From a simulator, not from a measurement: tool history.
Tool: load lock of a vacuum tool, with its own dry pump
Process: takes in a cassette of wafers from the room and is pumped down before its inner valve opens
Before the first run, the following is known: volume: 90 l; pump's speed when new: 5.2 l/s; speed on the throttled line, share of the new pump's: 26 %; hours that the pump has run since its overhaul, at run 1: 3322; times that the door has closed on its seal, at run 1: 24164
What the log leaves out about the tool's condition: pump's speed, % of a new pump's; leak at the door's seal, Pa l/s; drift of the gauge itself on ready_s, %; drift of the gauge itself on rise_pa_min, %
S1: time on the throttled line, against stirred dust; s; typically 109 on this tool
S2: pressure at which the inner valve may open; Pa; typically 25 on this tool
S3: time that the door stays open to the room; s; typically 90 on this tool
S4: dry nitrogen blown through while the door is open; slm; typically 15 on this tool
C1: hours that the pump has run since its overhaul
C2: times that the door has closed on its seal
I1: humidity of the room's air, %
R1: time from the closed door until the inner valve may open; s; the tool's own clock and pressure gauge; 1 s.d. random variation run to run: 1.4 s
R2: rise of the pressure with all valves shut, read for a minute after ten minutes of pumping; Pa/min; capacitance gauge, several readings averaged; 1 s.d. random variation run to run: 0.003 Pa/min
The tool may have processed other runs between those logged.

{"run": 1, "hour": 0.0, "S1": 109, "S2": 25, "S3": 90, "S4": 15, "C1": 3322, "C2": 24164, "I1": 46.8, "R1": 226.3, "R2": 0.043}
{"run": 2, "hour": 606.5, "S1": 109, "S2": 25, "S3": 90, "S4": 15, "C1": 3929, "C2": 24994, "I1": 43.2, "R1": 227.5, "R2": 0.05}
{"run": 3, "hour": 1051.2, "S1": 109, "S2": 25, "S3": 90, "S4": 15, "C1": 4374, "C2": 25603, "I1": 44.3, "R1": 226.7, "R2": 0.041}
{"run": 4, "hour": 1428.3, "S1": 109, "S2": 25, "S3": 90, "S4": 15, "C1": 4751, "C2": 26120, "I1": 46.5, "R1": 223.1, "R2": 0.045}
{"run": 5, "hour": 1858.3, "S1": 109, "S2": 25, "S3": 90, "S4": 15, "C1": 5181, "C2": 26708, "I1": 47.0, "R1": 226.8, "R2": 0.046}
{"run": 6, "hour": 2163.1, "S1": 109, "S2": 25, "S3": 90, "S4": 15, "C1": 5485, "C2": 27126, "I1": 48.3, "R1": 225.0, "R2": 0.051}
{"run": 7, "hour": 2615.7, "S1": 109, "S2": 25, "S3": 90, "S4": 15, "C1": 5938, "C2": 27745, "I1": 44.0, "R1": 225.4, "R2": 0.038}
{"run": 8, "hour": 3260.4, "S1": 109, "S2": 25, "S3": 90, "S4": 15, "C1": 6583, "C2": 28628, "I1": 45.1, "R1": 224.6, "R2": 0.044}
{"run": 9, "hour": 3830.7, "S1": 109, "S2": 25, "S3": 67, "S4": 15, "C1": 7153, "C2": 29409, "I1": 46.8, "R1": 225.0, "R2": 0.034}
{"run": 10, "hour": 4199.9, "S1": 109, "S2": 25, "S3": 90, "S4": 15, "C1": 7522, "C2": 29914, "I1": 47.1, "R1": 224.9, "R2": 0.042}
{"run": 11, "hour": 4866.1, "S1": 109, "S2": 25, "S3": 90, "S4": 15, "C1": 8188, "C2": 30827, "I1": 45.1, "R1": 223.5, "R2": 0.04}
{"run": 12, "hour": 5177.0, "S1": 109, "S2": 25, "S3": 90, "S4": 15, "C1": 8499, "C2": 31252, "I1": 44.4, "R1": 225.9, "R2": 0.045}
{"run": 13, "hour": 5537.8, "S1": 109, "S2": 25, "S3": 90, "S4": 15, "C1": 8860, "C2": 31746, "I1": 47.3, "R1": 224.1, "R2": 0.039}
{"run": 14, "hour": 5919.8, "S1": 109, "S2": 25, "S3": 90, "S4": 9, "C1": 9242, "C2": 32269, "I1": 46.5, "R1": 223.4, "R2": 0.05}
{"run": 15, "hour": 6248.3, "S1": 109, "S2": 25, "S3": 90, "S4": 9, "C1": 9571, "C2": 32719, "I1": 43.1, "R1": 225.4, "R2": 0.049}
{"run": 16, "hour": 6539.7, "S1": 109, "S2": 25, "S3": 90, "S4": 9, "C1": 9862, "C2": 33118, "I1": 44.8, "R1": 225.9, "R2": 0.049}
{"run": 17, "hour": 7049.4, "S1": 85, "S2": 25, "S3": 90, "S4": 15, "C1": 10372, "C2": 33816, "I1": 42.5, "R1": 206.9, "R2": 0.041}
{"run": 18, "hour": 7689.2, "S1": 85, "S2": 25, "S3": 90, "S4": 15, "C1": 11012, "C2": 34692, "I1": 46.4, "R1": 205.5, "R2": 0.043}
{"run": 19, "hour": 8110.4, "S1": 85, "S2": 25, "S3": 90, "S4": 15, "C1": 11433, "C2": 35268, "I1": 45.6, "R1": 207.9, "R2": 0.037}
{"run": 20, "hour": 8396.6, "S1": 85, "S2": 25, "S3": 90, "S4": 15, "C1": 11719, "C2": 35660, "I1": 43.8, "R1": 207.8, "R2": 0.04}
{"hour": 8630.5, "done": "dry pump taken out, an overhauled one fitted"}
{"run": 21, "hour": 8789.2, "S1": 109, "S2": 34, "S3": 90, "S4": 12, "C1": 159, "C2": 36190, "I1": 42.6, "R1": 218.4, "R2": 0.041}
{"run": 22, "hour": 9448.2, "S1": 109, "S2": 35, "S3": 90, "S4": 15, "C1": 818, "C2": 37092, "I1": 46.9, "R1": 218.8, "R2": 0.046}
{"run": 23, "hour": 9820.3, "S1": 146, "S2": 36, "S3": 90, "S4": 15, "C1": 1190, "C2": 37601, "I1": 45.7, "R1": 246.6, "R2": 0.046}
{"run": 24, "hour": 10197.5, "S1": 109, "S2": 33, "S3": 90, "S4": 8, "C1": 1567, "C2": 38118, "I1": 45.2, "R1": 219.2, "R2": 0.053}
{"run": 25, "hour": 10750.3, "S1": 152, "S2": 25, "S3": 90, "S4": 26, "C1": 2120, "C2": 38875, "I1": 44.0, "R1": 254.0, "R2": 0.035}
{"run": 26, "hour": 11412.8, "S1": 152, "S2": 30, "S3": 90, "S4": 6, "C1": 2782, "C2": 39782, "I1": 43.8, "R1": 256.3, "R2": 0.054}
{"run": 27, "hour": 11790.5, "S1": 107, "S2": 24, "S3": 90, "S4": 29, "C1": 3160, "C2": 40299, "I1": 45.7, "R1": 226.9, "R2": 0.034}
{"run": 28, "hour": 12163.6, "S1": 191, "S2": 49, "S3": 62, "S4": 23, "C1": 3533, "C2": 40810, "I1": 47.2, "R1": 276.7, "R2": 0.023}
{"run": 29, "hour": 12471.4, "S1": 86, "S2": 25, "S3": 90, "S4": 6, "C1": 3841, "C2": 41231, "I1": 46.1, "R1": 209.7, "R2": 0.06}
{"run": 30, "hour": 13139.1, "S1": 86, "S2": 25, "S3": 90, "S4": 6, "C1": 4509, "C2": 42145, "I1": 43.5, "R1": 207.9, "R2": 0.053}
{"run": 31, "hour": 13745.2, "S1": 86, "S2": 25, "S3": 90, "S4": 6, "C1": 5115, "C2": 42975, "I1": 46.0, "R1": 208.6, "R2": 0.053}
{"run": 32, "hour": 14174.4, "S1": 70, "S2": 25, "S3": 97, "S4": 15, "C1": 5544, "C2": 43563, "I1": 42.5, "R1": 196.7, "R2": 0.044}
{"run": 33, "hour": 14807.8, "S1": 70, "S2": 25, "S3": 97, "S4": 15, "C1": 6177, "C2": 44430, "I1": 45.8, "R1": 194.8, "R2": 0.044}
{"run": 34, "hour": 15341.4, "S1": 70, "S2": 25, "S3": 97, "S4": 15, "C1": 6711, "C2": 45161, "I1": 45.4, "R1": 197.6, "R2": 0.048}
{"run": 35, "hour": 15630.3, "S1": 70, "S2": 46, "S3": 48, "S4": 24, "C1": 7000, "C2": 45556, "I1": 47.7, "R1": 187.6, "R2": 0.029}
{"run": 36, "hour": 16201.6, "S1": 70, "S2": 39, "S3": 121, "S4": 24, "C1": 7571, "C2": 46338, "I1": 47.9, "R1": 189.5, "R2": 0.038}

Consider 4 possible next runs. They are alternatives, not a sequence: every one starts from the tool as it was left by run 36. What does each give?
{"run": "A", "hour": 16770.2, "S1": 113, "S2": 38, "S3": 90, "S4": 5, "C1": 8140, "C2": 47117, "I1": 43.0, "R1": "?", "R2": "?"}
{"run": "B", "hour": 16770.2, "S1": 108, "S2": 37, "S3": 121, "S4": 24, "C1": 8140, "C2": 47117, "I1": 45.3, "R1": "?", "R2": "?"}
{"run": "C", "hour": 16770.2, "S1": 109, "S2": 38, "S3": 90, "S4": 11, "C1": 8140, "C2": 47117, "I1": 48.3, "R1": "?", "R2": "?"}
{"run": "D", "hour": 16770.2, "S1": 109, "S2": 25, "S3": 90, "S4": 9, "C1": 8140, "C2": 47117, "I1": 43.9, "R1": "?", "R2": "?"}

run=A R1=221.4 R2=0.048
run=B R1=217.0 R2=0.045
run=C R1=219.1 R2=0.053
run=D R1=225.4 R2=0.046
Take away the tool's hidden state, keep each run's random variation, and the runs would have read:
run=A R1=221.3 R2=0.047
run=B R1=216.9 R2=0.044
run=C R1=219.0 R2=0.052
run=D R1=225.3 R2=0.045
